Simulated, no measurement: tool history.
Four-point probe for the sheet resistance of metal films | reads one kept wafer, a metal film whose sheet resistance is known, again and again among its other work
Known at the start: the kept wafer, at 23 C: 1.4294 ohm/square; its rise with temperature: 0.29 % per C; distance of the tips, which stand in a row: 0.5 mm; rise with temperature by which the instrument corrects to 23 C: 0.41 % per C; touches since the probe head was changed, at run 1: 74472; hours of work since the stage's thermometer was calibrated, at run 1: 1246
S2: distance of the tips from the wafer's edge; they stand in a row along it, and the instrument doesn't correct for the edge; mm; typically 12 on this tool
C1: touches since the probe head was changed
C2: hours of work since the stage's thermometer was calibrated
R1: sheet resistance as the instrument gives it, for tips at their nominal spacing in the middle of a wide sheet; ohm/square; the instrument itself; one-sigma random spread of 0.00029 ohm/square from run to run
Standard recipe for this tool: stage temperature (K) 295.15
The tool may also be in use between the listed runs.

run 1 day=0.000 | stage_temperature_(K)=295.15 S2=12 | C1=74472 C2=1246 | R1=1.422702
run 2 day=1.883 | stage_temperature_(K)=295.15 S2=12 | C1=77108 C2=1281 | R1=1.421814
run 3 day=3.200 | stage_temperature_(K)=295.15 S2=12 | C1=78950 C2=1307 | R1=1.421573
run 4 day=4.521 | stage_temperature_(K)=295.15 S2=15 | C1=80800 C2=1332 | R1=1.420431
run 5 day=6.183 | stage_temperature_(K)=295.15 S2=15 | C1=83122 C2=1363 | R1=1.420481
run 6 day=7.567 | stage_temperature_(K)=295.15 S2=15 | C1=85060 C2=1390 | R1=1.420071
run 7 day=8.679 | stage_temperature_(K)=295.15 S2=15 | C1=86615 C2=1411 | R1=1.420258
run 8 day=9.533 | stage_temperature_(K)=295.15 S2=15 | C1=87811 C2=1427 | R1=1.419805
-- day=9.742 new probe head fitted
run 9 day=10.708 | stage_temperature_(K)=295.15 S2=15 | C1=1348 C2=1449 | R1=1.419995
run 10 day=11.779 | stage_temperature_(K)=295.15 S2=15 | C1=2850 C2=1469 | R1=1.419491
run 11 day=12.558 | stage_temperature_(K)=295.15 S2=15 | C1=3938 C2=1484 | R1=1.419284
run 12 day=13.767 | stage_temperature_(K)=295.15 S2=15 | C1=5630 C2=1507 | R1=1.419402
run 13 day=15.542 | stage_temperature_(K)=295.15 S2=15 | C1=8112 C2=1541 | R1=1.419225
run 14 day=17.079 | stage_temperature_(K)=295.15 S2=12 | C1=10266 C2=1570 | R1=1.419059
run 15 day=18.662 | stage_temperature_(K)=293.15 S2=12 | C1=12481 C2=1600 | R1=1.422192
-- day=18.858 stage's thermometer calibrated
run 16 day=20.267 | stage_temperature_(K)=293.15 S2=12 | C1=14693 C2=27 | R1=1.421802
run 17 day=22.146 | stage_temperature_(K)=299.15 S2=64 | C1=17327 C2=63 | R1=1.409835
run 18 day=23.188 | stage_temperature_(K)=297.15 S2=58 | C1=18783 C2=82 | R1=1.413159
-- day=24.012 stage's thermometer calibrated, once more
run 19 day=24.704 | stage_temperature_(K)=304.15 S2=5 | C1=20876 C2=13 | R1=1.410125
run 20 day=26.342 | stage_temperature_(K)=304.15 S2=5 | C1=23165 C2=44 | R1=1.409591
run 21 day=27.188 | stage_temperature_(K)=297.15 S2=29 | C1=24349 C2=60 | R1=1.413477
run 22 day=28.921 | stage_temperature_(K)=297.15 S2=29 | C1=26773 C2=93 | R1=1.412353
run 23 day=30.454 | stage_temperature_(K)=291.15 S2=29 | C1=28921 C2=123 | R1=1.422823
run 24 day=31.788 | stage_temperature_(K)=291.15 S2=29 | C1=30788 C2=148 | R1=1.423192
run 25 day=32.779 | stage_temperature_(K)=291.15 S2=29 | C1=32175 C2=167 | R1=1.422878
run 26 day=34.042 | stage_temperature_(K)=291.15 S2=6 | C1=33940 C2=191 | R1=1.427935
run 27 day=35.258 | stage_temperature_(K)=294.15 S2=10 | C1=35641 C2=214 | R1=1.418445
run 28 day=36.129 | stage_temperature_(K)=297.15 S2=5 | C1=36859 C2=231 | R1=1.418509
run 29 day=37.925 | stage_temperature_(K)=299.15 S2=8 | C1=39373 C2=265 | R1=1.411155
run 30 day=39.079 | stage_temperature_(K)=296.15 S2=12 | C1=40989 C2=287 | R1=1.414019
run 31 day=40.058 | stage_temperature_(K)=307.15 S2=14 | C1=42357 C2=305 | R1=1.395369

Alternative continuations, all from the tool just after run 31; predict every row:
run A day=40.983 | stage_temperature_(K)=302.15 S2=15 | C1=43656 C2=323 | R1=?
run B day=40.983 | stage_temperature_(K)=302.15 S2=14 | C1=43656 C2=323 | R1=?
run C day=40.983 | stage_temperature_(K)=295.15 S2=27 | C1=43656 C2=323 | R1=?

run=A R1=1.402936
run=B R1=1.403301
run=C R1=1.414426
Take away the tool's hidden state, keep each run's random variation, and the runs would have read:
run=A R1=1.420184
run=B R1=1.420553
run=C R1=1.431817

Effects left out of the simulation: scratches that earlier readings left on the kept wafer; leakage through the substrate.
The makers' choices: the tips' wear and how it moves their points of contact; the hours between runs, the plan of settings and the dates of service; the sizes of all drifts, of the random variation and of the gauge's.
